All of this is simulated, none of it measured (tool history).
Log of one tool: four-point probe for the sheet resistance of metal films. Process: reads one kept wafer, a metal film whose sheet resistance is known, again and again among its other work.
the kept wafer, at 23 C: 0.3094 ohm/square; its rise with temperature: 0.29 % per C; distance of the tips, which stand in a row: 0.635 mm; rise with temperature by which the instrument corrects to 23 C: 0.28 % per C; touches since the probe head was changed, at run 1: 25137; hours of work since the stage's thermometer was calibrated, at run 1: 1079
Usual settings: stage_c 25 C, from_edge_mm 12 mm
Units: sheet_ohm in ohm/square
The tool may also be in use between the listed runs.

| run | hour | stage_c | from_edge_mm | touches since the probe head was changed | hours of work since the stage's thermometer was calibrated | sheet_ohm |
|---|---|---|---|---|---|---|
| 1 | 0.0 | 25 | 12 | 25137 | 1079 | 0.309922 |
| 2 | 18.5 | 20 | 12 | 25417 | 1086 | 0.309790 |
| 3 | 46.4 | 20 | 12 | 25842 | 1098 | 0.309768 |
| 4 | 74.3 | 20 | 12 | 26266 | 1110 | 0.309770 |
| 5 | 106.5 | 20 | 12 | 26755 | 1124 | 0.309764 |
| 6 | 139.2 | 20 | 12 | 27251 | 1137 | 0.309779 |
| 7 | 180.8 | 20 | 12 | 27884 | 1155 | 0.309629 |
| 8 | 213.7 | 21 | 12 | 28384 | 1169 | 0.309806 |
| 9 | 252.5 | 21 | 12 | 28972 | 1185 | 0.309865 |
| 10 | 285.2 | 21 | 12 | 29469 | 1199 | 0.309822 |
| 11 | 323.8 | 29 | 7 | 30056 | 1216 | 0.311002 |
| 12 | 362.0 | 29 | 7 | 30635 | 1232 | 0.310887 |

The next listed run, before its measurement:
| 13 | 400.5 | 25 | 4 | 31221 | 1248 | ? |

sheet_ohm: 0.313585 ohm/square
Without the tool's hidden state the same run would have given sheet_ohm 0.313602 ohm/square.
